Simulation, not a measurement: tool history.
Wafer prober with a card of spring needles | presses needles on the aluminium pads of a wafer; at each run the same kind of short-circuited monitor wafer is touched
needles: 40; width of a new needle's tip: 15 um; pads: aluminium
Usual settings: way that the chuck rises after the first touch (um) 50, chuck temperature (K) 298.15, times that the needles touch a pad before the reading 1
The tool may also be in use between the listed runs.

run,hour,way that the chuck rises after the first touch (um),chuck temperature (K),times that the needles touch a pad before the reading,resistance of one needle with its contact and lead (mohm),way that a needle slides on the pad (um)
1,0,50,298.15,1,203,14.03
2,8.3,50,298.15,1,206,14.01
3,16.4,50,298.15,1,208,13.94
4,27.1,50,298.15,1,206,13.93
5,38.2,50,298.15,1,206,14.01
6,46.6,50,298.15,1,204,13.94
7,51.9,50,298.15,1,205,13.98
8,57.6,50,298.15,1,205,13.88
9,69.3,50,298.15,1,203,13.72
10,79.9,50,298.15,1,206,13.74
11,91.8,50,298.15,1,204,13.84
12,102.1,50,298.15,1,204,13.76
13,113.8,50,298.15,1,205,13.88
14,123.2,50,298.15,1,207,13.83
15,130.3,50,298.15,1,206,13.74
16,141.4,50,298.15,1,204,13.81
17,153.5,50,298.15,1,206,13.79
18,163.6,50,298.15,1,203,13.81
19,175.2,50,361.15,3,220,13.68
20,184.2,31,304.15,3,216,8.42
21,192.1,31,385.15,2,237,8.43
22,204.6,31,385.15,2,239,8.5
23,213.9,31,385.15,2,235,8.41
24,224.3,31,385.15,2,242,8.47
25,230.2,31,385.15,1,241,8.47
26,237.6,31,385.15,1,239,8.51
27,249.6,31,299.15,2,216,8.39
28,258.2,31,314.15,1,221,8.4
29,267.7,50,371.15,1,222,13.5
30,280.5,48,298.15,1,208,13.03
31,292.8,38,310.15,1,215,10.2
32,298.8,38,310.15,1,214,10.63
33,311.1,40,304.15,2,215,11.17

Taken out of this log: 28 entries between the listed runs. Where each belongs, and how the hidden state differs across it:
Between runs 1 and 2: tips cleaned on abrasive film (hour 2.5)
  drift of the gauge itself on scrub_um, %: 0 -> -0.08
  measured less the result without the state, way that a needle slides on the pad (um): +0 -> -0.01
Between runs 2 and 3: tips cleaned on abrasive film (hour 14.3)
  debris on the tips, nm: 0.2 -> 0.1; drift of the gauge itself on scrub_um, %: -0.08 -> -0.16
  measured less the result without the state, way that a needle slides on the pad (um): -0.01 -> -0.03
Between runs 3 and 4: tips cleaned on abrasive film (hour 25.7)
  drift of the gauge itself on scrub_um, %: -0.16 -> -0.26
  measured less the result without the state, way that a needle slides on the pad (um): -0.03 -> -0.04
Between runs 4 and 5: tips cleaned on abrasive film (hour 37.3)
  drift of the gauge itself on scrub_um, %: -0.26 -> -0.37
  measured less the result without the state, way that a needle slides on the pad (um): -0.04 -> -0.06
Between runs 6 and 7: tips cleaned on abrasive film (hour 49)
  debris on the tips, nm: 0.2 -> 0.1; drift of the gauge itself on scrub_um, %: -0.46 -> -0.51
  measured less the result without the state, way that a needle slides on the pad (um): -0.07 -> -0.08
Between runs 8 and 9: tips cleaned on abrasive film (hour 60.4)
  drift of the gauge itself on scrub_um, %: -0.56 -> -0.68
  measured less the result without the state, way that a needle slides on the pad (um): -0.08 -> -0.09
Between runs 9 and 10: tips cleaned on abrasive film (hour 71.9)
  drift of the gauge itself on scrub_um, %: -0.68 -> -0.78
  measured less the result without the state, way that a needle slides on the pad (um): -0.09 -> -0.12
Between runs 10 and 11: tips cleaned on abrasive film (hour 84)
  drift of the gauge itself on scrub_um, %: -0.78 -> -0.9
  measured less the result without the state, way that a needle slides on the pad (um): -0.12 -> -0.13
Between runs 11 and 12: tips cleaned on abrasive film (hour 95.7)
  drift of the gauge itself on scrub_um, %: -0.9 -> -1
  measured less the result without the state, way that a needle slides on the pad (um): -0.13 -> -0.14
Between runs 12 and 13: tips cleaned on abrasive film (hour 107.2)
  drift of the gauge itself on scrub_um, %: -1 -> -1.11
  measured less the result without the state, way that a needle slides on the pad (um): -0.14 -> -0.16
Between runs 13 and 14: tips cleaned on abrasive film (hour 119.1)
  debris on the tips, nm: 0.2 -> 0.1; drift of the gauge itself on scrub_um, %: -1.11 -> -1.2
  measured less the result without the state, way that a needle slides on the pad (um): -0.16 -> -0.17
Between runs 15 and 16: tips cleaned on abrasive film (hour 131.5)
  drift of the gauge itself on scrub_um, %: -1.27 -> -1.38
  measured less the result without the state, way that a needle slides on the pad (um): -0.18 -> -0.2
Between runs 16 and 17: tips cleaned on abrasive film (hour 143.4)
  debris on the tips, nm: 0.3 -> 0.2; drift of the gauge itself on scrub_um, %: -1.38 -> -1.5
  measured less the result without the state, way that a needle slides on the pad (um): -0.2 -> -0.21
Between runs 17 and 18: tips cleaned on abrasive film (hour 154.8)
  drift of the gauge itself on scrub_um, %: -1.5 -> -1.6
  measured less the result without the state, way that a needle slides on the pad (um): -0.21 -> -0.22
Between runs 18 and 19: tips cleaned on abrasive film (hour 166.1)
  drift of the gauge itself on scrub_um, %: -1.6 -> -1.71
  measured less the result without the state, way that a needle slides on the pad (um): -0.22 -> -0.24
Between runs 19 and 20: tips cleaned on abrasive film (hour 178.2)
  drift of the gauge itself on scrub_um, %: -1.71 -> -1.8
  measured less the result without the state, way that a needle slides on the pad (um): -0.24 -> -0.16
Between runs 20 and 21: tips cleaned on abrasive film (hour 190.4)
  debris on the tips, nm: 0.2 -> 0.1; drift of the gauge itself on scrub_um, %: -1.8 -> -1.87
  measured less the result without the state, way that a needle slides on the pad (um): -0.16 -> -0.17
Between runs 21 and 22: tips cleaned on abrasive film (hour 202.3)
  drift of the gauge itself on scrub_um, %: -1.87 -> -2
  measured less the result without the state, way that a needle slides on the pad (um): -0.17 -> -0.18
Between runs 22 and 23: tips cleaned on abrasive film (hour 213.9)
  debris on the tips, nm: 0.1 -> 0; drift of the gauge itself on scrub_um, %: -2 -> -2.09
  measured less the result without the state, way that a needle slides on the pad (um): -0.18 -> -0.18
Between runs 24 and 25: tips cleaned on abrasive film (hour 225.5)
  debris on the tips, nm: 0.3 -> 0.1; drift of the gauge itself on scrub_um, %: -2.19 -> -2.25
  measured less the result without the state, way that a needle slides on the pad (um): -0.19 -> -0.2
Between runs 25 and 26: tips cleaned on abrasive film (hour 237.6)
  debris on the tips, nm: 0.1 -> 0; drift of the gauge itself on scrub_um, %: -2.25 -> -2.32
  measured less the result without the state, way that a needle slides on the pad (um): -0.2 -> -0.21
Between runs 26 and 27: tips cleaned on abrasive film (hour 249.4)
  drift of the gauge itself on scrub_um, %: -2.32 -> -2.44
  measured less the result without the state, way that a needle slides on the pad (um): -0.21 -> -0.21
Between runs 28 and 29: tips cleaned on abrasive film (hour 261)
  drift of the gauge itself on scrub_um, %: -2.52 -> -2.61
  measured less the result without the state, way that a needle slides on the pad (um): -0.22 -> -0.37
Between runs 29 and 30: tips cleaned on abrasive film (hour 272.6)
  drift of the gauge itself on scrub_um, %: -2.61 -> -2.74
  measured less the result without the state, way that a needle slides on the pad (um): -0.37 -> -0.37
Between runs 30 and 31: tips cleaned on abrasive film (hour 284.6)
  drift of the gauge itself on scrub_um, %: -2.74 -> -2.86
  measured less the result without the state, way that a needle slides on the pad (um): -0.37 -> -0.31
Between runs 31 and 32: tips cleaned on abrasive film (hour 296.5); gauge calibrated (hour 298.8)
  debris on the tips, nm: 0.2 -> 0.1; drift of the gauge itself on scrub_um, %: -2.86 -> 0
  measured less the result without the state, way that a needle slides on the pad (um): -0.31 -> +0
Between runs 32 and 33: tips cleaned on abrasive film (hour 308.4)
  drift of the gauge itself on scrub_um, %: 0 -> -0.12
  measured less the result without the state, way that a needle slides on the pad (um): +0 -> -0.02

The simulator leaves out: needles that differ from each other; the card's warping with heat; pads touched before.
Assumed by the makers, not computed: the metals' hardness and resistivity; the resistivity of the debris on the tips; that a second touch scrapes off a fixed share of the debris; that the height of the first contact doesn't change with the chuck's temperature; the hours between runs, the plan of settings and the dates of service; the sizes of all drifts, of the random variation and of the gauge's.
